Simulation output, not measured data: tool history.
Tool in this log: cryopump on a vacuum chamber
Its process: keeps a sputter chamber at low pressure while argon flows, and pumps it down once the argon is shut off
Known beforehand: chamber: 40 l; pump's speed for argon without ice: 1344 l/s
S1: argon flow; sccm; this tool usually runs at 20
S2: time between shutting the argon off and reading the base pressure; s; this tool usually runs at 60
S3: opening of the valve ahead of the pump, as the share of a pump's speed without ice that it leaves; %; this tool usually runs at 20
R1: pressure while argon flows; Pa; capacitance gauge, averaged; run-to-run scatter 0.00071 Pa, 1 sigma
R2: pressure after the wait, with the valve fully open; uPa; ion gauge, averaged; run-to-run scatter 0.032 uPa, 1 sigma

| run | day | S1 | S2 | S3 | R1 | R2 |
|---|---|---|---|---|---|---|
| 1 | 0 | 20 | 60 | 20 | 0.1275 | 2.04 |
| 2 | 0.75 | 20 | 60 | 20 | 0.1271 | 2.12 |
| 3 | 1.412 | 33 | 60 | 20 | 0.2109 | 2.15 |
| 4 | 2.15 | 33 | 60 | 20 | 0.2093 | 2.13 |
| 5 | 2.558 | 33 | 60 | 20 | 0.2099 | 2.16 |
| 6 | 3.058 | 20 | 60 | 20 | 0.1274 | 2.16 |
| 7 | 3.817 | 20 | 60 | 20 | 0.1261 | 2.21 |
| 8 | 4.221 | 20 | 60 | 20 | 0.129 | 2.13 |
| 9 | 4.808 | 20 | 60 | 20 | 0.1288 | 2.18 |
| 10 | 5.525 | 20 | 60 | 20 | 0.1284 | 2.28 |
| 11 | 6.112 | 20 | 60 | 20 | 0.1275 | 2.21 |
| 12 | 6.558 | 20 | 60 | 20 | 0.1289 | 2.19 |
| 13 | 7.242 | 25 | 60 | 20 | 0.16 | 2.18 |
| 14 | 7.662 | 20 | 60 | 20 | 0.1292 | 2.21 |
| 15 | 8.179 | 20 | 60 | 20 | 0.1282 | 2.15 |
| 16 | 8.588 | 20 | 60 | 20 | 0.1282 | 2.28 |
| 17 | 9 | 20 | 60 | 27 | 0.0963 | 2.22 |
| 18 | 9.771 | 20 | 60 | 27 | 0.0979 | 2.26 |
| 19 | 10.242 | 27 | 150 | 20 | 0.1724 | 1.37 |
| 20 | 10.621 | 27 | 150 | 20 | 0.1749 | 1.41 |
| 21 | 10.954 | 27 | 150 | 20 | 0.1745 | 1.43 |
| 22 | 11.508 | 27 | 150 | 20 | 0.1735 | 1.42 |
| 23 | 12.038 | 15 | 32 | 20 | 0.0973 | 3.56 |
| 24 | 12.575 | 10 | 60 | 17 | 0.0757 | 2.27 |
| 25 | 13.383 | 10 | 60 | 17 | 0.0757 | 2.31 |
| 26 | 14.029 | 10 | 60 | 17 | 0.0765 | 2.26 |
| 27 | 14.758 | 10 | 60 | 17 | 0.0768 | 2.26 |
| 28 | 15.367 | 10 | 60 | 17 | 0.0763 | 2.27 |
| 29 | 15.812 | 10 | 60 | 17 | 0.0764 | 2.35 |
| 30 | 16.242 | 21 | 130 | 19 | 0.1445 | 1.61 |
| 31 | 16.938 | 21 | 130 | 19 | 0.1431 | 1.58 |
| 32 | 17.542 | 15 | 204 | 35 | 0.0578 | 1.36 |
| 33 | 17.992 | 15 | 204 | 35 | 0.0574 | 1.4 |
| 34 | 18.346 | 15 | 131 | 40 | 0.0515 | 1.6 |
| 35 | 18.704 | 15 | 131 | 37 | 0.0554 | 1.57 |

A few steps of R1 between consecutive runs. Split each: what settings, incoming material and random variation would produce without the hidden state, and what is left over for the hidden state, along with gauge scatter present in only one of the two compared results (measured, and without hidden state):
What the log doesn't record here: pump's speed, % of a pump's without ice; cold plate's temperature, K; leak into the chamber, uPa l/s; drift of the gauge itself on working_pa, %; drift of the gauge itself on base_upa, %.
Run 2 -> 3: S1 20 -> 33. R1 +0.0838 Pa: hidden state +0.0013, all else +0.0825.
Run 5 -> 6: S1 33 -> 20. R1 -0.0825 Pa: hidden state -0.001, all else -0.0815.
Run 22 -> 23: S1 27 -> 15, S2 150 -> 32. R1 -0.0762 Pa: hidden state -0.0022, all else -0.074.
Run 29 -> 30: S1 10 -> 21, S2 60 -> 130, S3 17 -> 19. R1 +0.0681 Pa: hidden state +0.0027, all else +0.0654.
Run 31 -> 32: S1 21 -> 15, S2 130 -> 204, S3 19 -> 35. R1 -0.0853 Pa: hidden state -0.0013, all else -0.084.

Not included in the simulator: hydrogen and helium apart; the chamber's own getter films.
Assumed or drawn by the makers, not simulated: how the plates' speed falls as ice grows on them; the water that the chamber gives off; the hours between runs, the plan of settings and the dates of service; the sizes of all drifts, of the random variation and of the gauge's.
